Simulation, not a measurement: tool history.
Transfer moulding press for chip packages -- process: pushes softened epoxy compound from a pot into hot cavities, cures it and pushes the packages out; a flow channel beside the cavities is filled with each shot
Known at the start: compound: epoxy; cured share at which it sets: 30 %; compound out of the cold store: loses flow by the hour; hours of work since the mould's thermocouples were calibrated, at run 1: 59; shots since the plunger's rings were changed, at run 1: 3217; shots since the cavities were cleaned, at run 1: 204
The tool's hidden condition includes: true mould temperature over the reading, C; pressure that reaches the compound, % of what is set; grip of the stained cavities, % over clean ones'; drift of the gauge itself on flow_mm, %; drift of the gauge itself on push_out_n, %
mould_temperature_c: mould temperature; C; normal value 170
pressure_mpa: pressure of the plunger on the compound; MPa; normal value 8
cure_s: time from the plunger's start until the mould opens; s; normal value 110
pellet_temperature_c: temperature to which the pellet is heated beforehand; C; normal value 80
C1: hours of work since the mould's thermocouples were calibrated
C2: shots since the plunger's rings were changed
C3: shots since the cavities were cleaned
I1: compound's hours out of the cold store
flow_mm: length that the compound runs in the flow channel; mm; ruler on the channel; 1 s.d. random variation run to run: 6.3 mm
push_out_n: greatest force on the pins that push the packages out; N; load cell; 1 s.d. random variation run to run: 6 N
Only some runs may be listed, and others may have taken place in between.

{"run": 1, "hour": 0.0, "mould_temperature_c": 170, "pressure_mpa": 8, "cure_s": 110, "pellet_temperature_c": 80, "C1": 59, "C2": 3217, "C3": 204, "I1": 24.4, "flow_mm": 974, "push_out_n": 223}
{"run": 2, "hour": 15.6, "mould_temperature_c": 170, "pressure_mpa": 8, "cure_s": 110, "pellet_temperature_c": 80, "C1": 70, "C2": 3403, "C3": 390, "I1": 39.1, "flow_mm": 885, "push_out_n": 217}
{"hour": 25.8, "done": "cavities cleaned with cleaning compound and waxed"}
{"run": 3, "hour": 28.3, "mould_temperature_c": 170, "pressure_mpa": 7.31, "cure_s": 110, "pellet_temperature_c": 80, "C1": 78, "C2": 3537, "C3": 30, "I1": 14.5, "flow_mm": 1003, "push_out_n": 222}
{"run": 4, "hour": 43.2, "mould_temperature_c": 170, "pressure_mpa": 7.31, "cure_s": 110, "pellet_temperature_c": 80, "C1": 88, "C2": 3715, "C3": 208, "I1": 41.8, "flow_mm": 828, "push_out_n": 218}
{"run": 5, "hour": 60.7, "mould_temperature_c": 170, "pressure_mpa": 7.31, "cure_s": 110, "pellet_temperature_c": 80, "C1": 100, "C2": 3924, "C3": 417, "I1": 18.8, "flow_mm": 975, "push_out_n": 211}
{"hour": 69.2, "done": "cavities cleaned with cleaning compound and waxed"}
{"run": 6, "hour": 76.8, "mould_temperature_c": 170, "pressure_mpa": 7.31, "cure_s": 110, "pellet_temperature_c": 80, "C1": 110, "C2": 4098, "C3": 91, "I1": 47.9, "flow_mm": 786, "push_out_n": 207}
{"run": 7, "hour": 91.3, "mould_temperature_c": 170, "pressure_mpa": 7.31, "cure_s": 110, "pellet_temperature_c": 80, "C1": 120, "C2": 4272, "C3": 265, "I1": 36.1, "flow_mm": 861, "push_out_n": 223}
{"hour": 112.3, "done": "cavities cleaned with cleaning compound and waxed"}
{"run": 8, "hour": 112.3, "mould_temperature_c": 170, "pressure_mpa": 7.03, "cure_s": 110, "pellet_temperature_c": 80, "C1": 134, "C2": 4503, "C3": 0, "I1": 22.8, "flow_mm": 924, "push_out_n": 224}
{"run": 9, "hour": 130.3, "mould_temperature_c": 170, "pressure_mpa": 7.03, "cure_s": 110, "pellet_temperature_c": 80, "C1": 146, "C2": 4718, "C3": 215, "I1": 23.7, "flow_mm": 916, "push_out_n": 223}
{"run": 10, "hour": 147.0, "mould_temperature_c": 170, "pressure_mpa": 7.03, "cure_s": 110, "pellet_temperature_c": 80, "C1": 158, "C2": 4918, "C3": 415, "I1": 41.1, "flow_mm": 821, "push_out_n": 213}
{"hour": 155.6, "done": "cavities cleaned with cleaning compound and waxed"}
{"hour": 170.5, "done": "plunger's sealing rings changed"}
{"run": 11, "hour": 171.4, "mould_temperature_c": 170, "pressure_mpa": 7.03, "cure_s": 117, "pellet_temperature_c": 80, "C1": 172, "C2": 12, "C3": 160, "I1": 17.5, "flow_mm": 957, "push_out_n": 204}
{"run": 12, "hour": 182.7, "mould_temperature_c": 170, "pressure_mpa": 7.03, "cure_s": 117, "pellet_temperature_c": 80, "C1": 180, "C2": 146, "C3": 294, "I1": 40.8, "flow_mm": 820, "push_out_n": 206}
{"run": 13, "hour": 191.1, "mould_temperature_c": 170, "pressure_mpa": 6.69, "cure_s": 110, "pellet_temperature_c": 80, "C1": 186, "C2": 246, "C3": 394, "I1": 30.4, "flow_mm": 856, "push_out_n": 226}
{"hour": 202.3, "done": "cavities cleaned with cleaning compound and waxed"}
{"run": 14, "hour": 205.5, "mould_temperature_c": 170, "pressure_mpa": 6.69, "cure_s": 110, "pellet_temperature_c": 80, "C1": 195, "C2": 400, "C3": 39, "I1": 36.1, "flow_mm": 823, "push_out_n": 211}
{"run": 15, "hour": 222.7, "mould_temperature_c": 170, "pressure_mpa": 8.27, "cure_s": 117, "pellet_temperature_c": 80, "C1": 206, "C2": 606, "C3": 245, "I1": 22.6, "flow_mm": 1002, "push_out_n": 202}
{"run": 16, "hour": 240.0, "mould_temperature_c": 170, "pressure_mpa": 8.58, "cure_s": 102, "pellet_temperature_c": 80, "C1": 218, "C2": 811, "C3": 450, "I1": 29.3, "flow_mm": 972, "push_out_n": 236}
{"hour": 244.9, "done": "cavities cleaned with cleaning compound and waxed"}
{"run": 17, "hour": 258.2, "mould_temperature_c": 170, "pressure_mpa": 6.72, "cure_s": 100, "pellet_temperature_c": 80, "C1": 230, "C2": 1011, "C3": 158, "I1": 9.4, "flow_mm": 994, "push_out_n": 275}
{"run": 18, "hour": 267.4, "mould_temperature_c": 164, "pressure_mpa": 6.65, "cure_s": 135, "pellet_temperature_c": 89, "C1": 236, "C2": 1121, "C3": 268, "I1": 29.5, "flow_mm": 882, "push_out_n": 226}
{"hour": 287.9, "done": "cavities cleaned with cleaning compound and waxed"}
{"run": 19, "hour": 288.6, "mould_temperature_c": 164, "pressure_mpa": 6.65, "cure_s": 135, "pellet_temperature_c": 89, "C1": 250, "C2": 1356, "C3": 9, "I1": 35.1, "flow_mm": 841, "push_out_n": 224}
{"run": 20, "hour": 306.2, "mould_temperature_c": 163, "pressure_mpa": 8, "cure_s": 145, "pellet_temperature_c": 80, "C1": 262, "C2": 1566, "C3": 219, "I1": 27.8, "flow_mm": 993, "push_out_n": 211}
{"run": 21, "hour": 324.7, "mould_temperature_c": 170, "pressure_mpa": 6.09, "cure_s": 110, "pellet_temperature_c": 80, "C1": 275, "C2": 1787, "C3": 440, "I1": 18, "flow_mm": 882, "push_out_n": 223}
{"hour": 331.0, "done": "cavities cleaned with cleaning compound and waxed"}
{"run": 22, "hour": 340.3, "mould_temperature_c": 170, "pressure_mpa": 6.09, "cure_s": 122, "pellet_temperature_c": 80, "C1": 285, "C2": 1955, "C3": 111, "I1": 33.2, "flow_mm": 800, "push_out_n": 194}
{"run": 23, "hour": 357.9, "mould_temperature_c": 170, "pressure_mpa": 6.09, "cure_s": 122, "pellet_temperature_c": 80, "C1": 297, "C2": 2164, "C3": 320, "I1": 30.6, "flow_mm": 808, "push_out_n": 196}
{"run": 24, "hour": 371.1, "mould_temperature_c": 170, "pressure_mpa": 6.09, "cure_s": 122, "pellet_temperature_c": 80, "C1": 306, "C2": 2322, "C3": 478, "I1": 25.6, "flow_mm": 847, "push_out_n": 191}
{"hour": 374.7, "done": "cavities cleaned with cleaning compound and waxed"}
{"run": 25, "hour": 388.2, "mould_temperature_c": 163, "pressure_mpa": 8, "cure_s": 112, "pellet_temperature_c": 80, "C1": 317, "C2": 2509, "C3": 161, "I1": 27.8, "flow_mm": 986, "push_out_n": 359}
{"run": 26, "hour": 397.3, "mould_temperature_c": 163, "pressure_mpa": 7.41, "cure_s": 112, "pellet_temperature_c": 73, "C1": 323, "C2": 2617, "C3": 269, "I1": 15.1, "flow_mm": 1030, "push_out_n": 379}
{"run": 27, "hour": 414.7, "mould_temperature_c": 163, "pressure_mpa": 7.41, "cure_s": 112, "pellet_temperature_c": 73, "C1": 335, "C2": 2825, "C3": 477, "I1": 34.9, "flow_mm": 902, "push_out_n": 336}
{"hour": 419.0, "done": "cavities cleaned with cleaning compound and waxed"}
{"run": 28, "hour": 432.7, "mould_temperature_c": 163, "pressure_mpa": 7.41, "cure_s": 112, "pellet_temperature_c": 73, "C1": 347, "C2": 3021, "C3": 163, "I1": 9.1, "flow_mm": 1080, "push_out_n": 382}

4 options for the next run, each taken on its own from the tool as it stands now. Forecast them:
{"run": "A", "hour": 449.9, "mould_temperature_c": 163, "pressure_mpa": 9.12, "cure_s": 112, "pellet_temperature_c": 86, "C1": 359, "C2": 3227, "C3": 369, "I1": 32, "flow_mm": "?", "push_out_n": "?"}
{"run": "B", "hour": 449.9, "mould_temperature_c": 170, "pressure_mpa": 7.81, "cure_s": 110, "pellet_temperature_c": 80, "C1": 359, "C2": 3227, "C3": 369, "I1": 14.8, "flow_mm": "?", "push_out_n": "?"}
{"run": "C", "hour": 449.9, "mould_temperature_c": 163, "pressure_mpa": 7.95, "cure_s": 112, "pellet_temperature_c": 72, "C1": 359, "C2": 3227, "C3": 369, "I1": 11.7, "flow_mm": "?", "push_out_n": "?"}
{"run": "D", "hour": 449.9, "mould_temperature_c": 163, "pressure_mpa": 8, "cure_s": 110, "pellet_temperature_c": 86, "C1": 359, "C2": 3227, "C3": 369, "I1": 11, "flow_mm": "?", "push_out_n": "?"}

run=A flow_mm=1023 push_out_n=337
run=B flow_mm=1033 push_out_n=216
run=C flow_mm=1107 push_out_n=382
run=D flow_mm=1118 push_out_n=411
With no hidden state in the tool, these same runs would have given:
run=A flow_mm=1023 push_out_n=333
run=B flow_mm=1033 push_out_n=214
run=C flow_mm=1107 push_out_n=377
run=D flow_mm=1118 push_out_n=407

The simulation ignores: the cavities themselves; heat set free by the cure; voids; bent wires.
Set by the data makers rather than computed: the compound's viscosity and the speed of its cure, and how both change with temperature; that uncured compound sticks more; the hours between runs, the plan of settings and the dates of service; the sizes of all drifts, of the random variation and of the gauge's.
